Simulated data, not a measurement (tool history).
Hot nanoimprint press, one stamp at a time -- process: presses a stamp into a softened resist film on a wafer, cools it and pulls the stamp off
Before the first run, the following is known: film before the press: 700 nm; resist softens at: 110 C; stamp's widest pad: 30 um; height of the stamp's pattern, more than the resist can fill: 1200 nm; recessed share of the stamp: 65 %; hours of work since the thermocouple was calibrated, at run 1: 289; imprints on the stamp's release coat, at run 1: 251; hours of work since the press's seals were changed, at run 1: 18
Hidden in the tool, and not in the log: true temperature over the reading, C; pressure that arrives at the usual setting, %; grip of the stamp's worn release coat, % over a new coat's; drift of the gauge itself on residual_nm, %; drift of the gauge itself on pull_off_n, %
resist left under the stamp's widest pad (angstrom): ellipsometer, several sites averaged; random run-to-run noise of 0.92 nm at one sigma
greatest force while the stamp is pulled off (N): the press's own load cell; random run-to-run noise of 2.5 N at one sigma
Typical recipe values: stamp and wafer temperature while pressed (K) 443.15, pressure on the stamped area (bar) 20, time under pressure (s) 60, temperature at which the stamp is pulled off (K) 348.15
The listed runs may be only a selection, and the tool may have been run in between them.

| run | hour | stamp and wafer temperature while pressed (K) | pressure on the stamped area (bar) | time under pressure (s) | temperature at which the stamp is pulled off (K) | hours of work since the thermocouple was calibrated | imprints on the stamp's release coat | hours of work since the press's seals were changed | resist left under the stamp's widest pad (angstrom) | greatest force while the stamp is pulled off (N) |
|---|---|---|---|---|---|---|---|---|---|---|
| 1 | 0 | 443.15 | 20 | 60 | 348.15 | 289 | 251 | 18 | 3079 | 171 |
| 2 | 5.4 | 443.15 | 20 | 60 | 348.15 | 293 | 276 | 21 | 3093 | 174 |
| 3 | 10.2 | 443.15 | 20 | 60 | 348.15 | 296 | 299 | 25 | 3085 | 170 |
| 4 | 20.3 | 443.15 | 20 | 60 | 348.15 | 303 | 347 | 32 | 3063 | 175 |
| 5 | 25.8 | 443.15 | 20 | 60 | 348.15 | 306 | 373 | 35 | 3067 | 175 |
| 6 | 34.2 | 443.15 | 19.7 | 60 | 348.15 | 312 | 413 | 41 | 3091 | 169 |
| 7 | 39.2 | 443.15 | 19.7 | 60 | 348.15 | 315 | 437 | 44 | 3102 | 174 |
| 8 | 49.9 | 443.15 | 19.7 | 60 | 348.15 | 323 | 487 | 52 | 3084 | 171 |
| 9 | 58.4 | 443.15 | 19.7 | 60 | 348.15 | 328 | 528 | 57 | 3076 | 171 |
| 10 | 69 | 443.15 | 19.7 | 60 | 348.15 | 336 | 578 | 65 | 3080 | 173 |
| 11 | 74.7 | 443.15 | 19.7 | 60 | 348.15 | 339 | 605 | 68 | 3072 | 172 |
| 12 | 84.4 | 443.15 | 19.7 | 60 | 348.15 | 346 | 651 | 75 | 3065 | 169 |
| 13 | 92.1 | 443.15 | 20 | 47 | 348.15 | 351 | 687 | 80 | 3345 | 174 |
|  | 94.8 | gauge calibrated |
|  | 101.7 | stamp cleaned and given a new release coat |
| 14 | 106.6 | 443.15 | 20 | 47 | 344.15 | 357 | 23 | 86 | 3382 | 188 |
| 15 | 117.1 | 443.15 | 20 | 60 | 348.15 | 364 | 73 | 93 | 3070 | 172 |
| 16 | 124.3 | 443.15 | 20 | 62 | 348.15 | 369 | 107 | 98 | 3039 | 168 |
| 17 | 135.8 | 437.15 | 17.7 | 62 | 348.15 | 377 | 162 | 106 | 3927 | 175 |
|  | 141.9 | plate thermocouple calibrated |
| 18 | 144.1 | 437.15 | 17.7 | 62 | 348.15 | 2 | 187 | 109 | 3907 | 175 |
| 19 | 155.3 | 443.15 | 28.9 | 52 | 348.15 | 9 | 240 | 117 | 2759 | 171 |
| 20 | 165.1 | 443.15 | 28.9 | 52 | 348.15 | 16 | 286 | 123 | 2742 | 168 |
| 21 | 170.5 | 443.15 | 14 | 52 | 353.15 | 19 | 312 | 127 | 3685 | 152 |
| 22 | 181.5 | 443.15 | 14 | 52 | 353.15 | 27 | 364 | 135 | 3718 | 156 |
| 23 | 186.6 | 454.15 | 18.7 | 52 | 353.15 | 30 | 388 | 138 | 2261 | 150 |
| 24 | 197.5 | 454.15 | 16.8 | 113 | 353.15 | 38 | 440 | 145 | 1680 | 151 |
| 25 | 208.5 | 441.15 | 18 | 31 | 354.15 | 45 | 492 | 153 | 4251 | 149 |
| 26 | 218.4 | 438.15 | 14.5 | 60 | 348.15 | 52 | 539 | 160 | 4038 | 171 |
| 27 | 223.5 | 438.15 | 14.5 | 60 | 354.15 | 55 | 564 | 163 | 4039 | 148 |
| 28 | 230.8 | 443.15 | 18.1 | 60 | 337.15 | 60 | 598 | 168 | 3154 | 211 |
| 29 | 241.3 | 437.15 | 18.1 | 56 | 344.15 | 67 | 648 | 175 | 3960 | 185 |

For some of the steps in resist left under the stamp's widest pad (angstrom) from one run to the next: how much would appear even if the tool had no hidden state, given the settings, what came in and random variation, and how much remains for the hidden state plus any gauge scatter that the measured result and the result without hidden state don't share?
Run 13 -> 14: temperature at which the stamp is pulled off (K) 348.15 -> 344.15, gauge calibrated, stamp cleaned and given a new release coat. resist left under the stamp's widest pad (angstrom) +37: hidden state +53, all else -16.
Run 22 -> 23: stamp and wafer temperature while pressed (K) 443.15 -> 454.15, pressure on the stamped area (bar) 14 -> 18.7. resist left under the stamp's widest pad (angstrom) -1457: hidden state +18, all else -1475.
Run 24 -> 25: stamp and wafer temperature while pressed (K) 454.15 -> 441.15, pressure on the stamped area (bar) 16.8 -> 18, time under pressure (s) 113 -> 31, temperature at which the stamp is pulled off (K) 353.15 -> 354.15. resist left under the stamp's widest pad (angstrom) +2571: hidden state -52, all else +2623.

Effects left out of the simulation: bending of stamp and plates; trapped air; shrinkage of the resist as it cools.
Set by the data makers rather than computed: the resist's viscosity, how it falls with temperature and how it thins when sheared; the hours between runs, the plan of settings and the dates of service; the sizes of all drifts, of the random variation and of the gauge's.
